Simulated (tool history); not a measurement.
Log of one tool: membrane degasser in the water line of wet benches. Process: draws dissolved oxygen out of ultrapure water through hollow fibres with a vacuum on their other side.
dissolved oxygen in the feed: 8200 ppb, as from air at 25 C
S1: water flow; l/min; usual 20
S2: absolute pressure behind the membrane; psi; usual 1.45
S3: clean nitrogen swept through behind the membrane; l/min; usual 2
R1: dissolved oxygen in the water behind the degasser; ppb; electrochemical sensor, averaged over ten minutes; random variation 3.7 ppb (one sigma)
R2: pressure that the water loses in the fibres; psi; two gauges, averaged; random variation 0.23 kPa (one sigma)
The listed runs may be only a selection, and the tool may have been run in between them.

run     day  S1    S2    S3     R1      R2
  1       0  20  1.45     2    393   8.438
  2   2.079  20  1.45  1.11  502.7   8.473
  3   4.308  20  2.05  1.11  658.1   8.463
  4   6.229  23  1.45     2  484.8   9.697
  5   9.433  23  1.45     2  482.8   9.736
  6  11.429  23  1.45     2  488.1   9.704
  7    13.3  23  1.45     2  483.9   9.774
  8  16.267  23  1.45     2  495.5   9.758
  9   18.45  23  1.45     2  492.9   9.791
 10  21.417  27  1.45     2  613.5  11.449
 11  24.171  20  1.45     2  399.3   8.459
 12  27.171  20  2.12     2  504.4   8.492
 13  29.829  20  2.22     2  513.9   8.467
 14  32.688  20  1.45     2  399.2   8.472
 15  35.554  20  1.45     2  399.1   8.473
 16  36.921  20  1.45     2  398.6   8.517
 17    39.9  20  1.45     2    404   8.504

For run 18, what comes out?
 18  42.817  19  1.15  1.83   ?   ?

Run 18 came out at R1 335.2 ppb, R2 8.068 psi.
With the hidden condition absent and the run-to-run variation left alone, this run would have shown R1 308.3 ppb, R2 7.868 psi.
